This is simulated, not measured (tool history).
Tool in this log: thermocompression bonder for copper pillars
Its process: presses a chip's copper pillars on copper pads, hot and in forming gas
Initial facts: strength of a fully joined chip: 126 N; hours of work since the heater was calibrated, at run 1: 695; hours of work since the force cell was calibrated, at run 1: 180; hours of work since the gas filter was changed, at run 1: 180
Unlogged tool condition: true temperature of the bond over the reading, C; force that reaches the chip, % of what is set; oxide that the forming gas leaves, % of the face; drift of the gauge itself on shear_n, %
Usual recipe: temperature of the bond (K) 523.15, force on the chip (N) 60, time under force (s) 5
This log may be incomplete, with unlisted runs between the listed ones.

run,hour,temperature of the bond (K),force on the chip (N),time under force (s),hours of work since the heater was calibrated,hours of work since the force cell was calibrated,hours of work since the gas filter was changed,force that shears a chip off (N)
1,0,523.15,60,5,695,180,180,92
2,12,523.15,60,5,703,188,188,91.1
3,22,523.15,60,5,709,194,194,91
4,39.7,523.15,52,5,720,206,206,86.7
5,52.4,523.15,52,5,729,214,214,87.7
6,66.4,523.15,49,5,737,223,223,85.4
7,75.2,523.15,49,5,743,228,228,84.7
8,90.6,523.15,49,5,753,238,238,85.4
9,102.9,523.15,60,5,761,246,246,90.1
10,119.1,523.15,60,5,771,256,256,90.8
11,134,523.15,60,5,781,266,266,90.7
12,148.7,523.15,60,5,790,275,275,89.6
13,161.8,523.15,60,10,799,284,284,101.9
14,179.2,532.15,60,5,810,295,295,96.2
15,186.6,532.15,60,5,814,300,300,95.5
16,197,506.15,84,5,821,306,306,83.5
17,212.1,506.15,84,5,831,316,316,83.8
18,225.1,533.15,38,14,839,324,324,103
19,237.3,510.15,87,7,847,332,332,95.1
20,252.1,507.15,77,4,856,342,342,78.1
21,261.3,519.15,66,8,862,347,347,96.4
22,278.1,519.15,66,4,873,358,358,83
23,289.6,519.15,66,4,880,366,366,81.8
24,303.4,515.15,66,4,889,374,374,79.4
25,314.6,510.15,88,11,896,381,381,100.7
26,328.6,517.15,38,9,905,390,390,82.7
27,339.7,517.15,60,5,912,398,398,83.1
28,347.3,545.15,43,7,917,402,402,99.6
29,361.6,501.15,38,13,926,412,412,77.3

Each row is a separate what-if for the run after 29, all from the same tool condition, not one after another. Results?
A,371.2,523.15,37,5,932,418,418,?
B,371.2,519.15,41,9,932,418,418,?
C,371.2,501.15,60,5,932,418,418,?

run,force that shears a chip off (N)
A,74.7
B,86.3
C,69.4
Take away the tool's hidden state, keep each run's random variation, and the runs would have read:
run,force that shears a chip off (N)
A,76.2
B,89.4
C,69.8
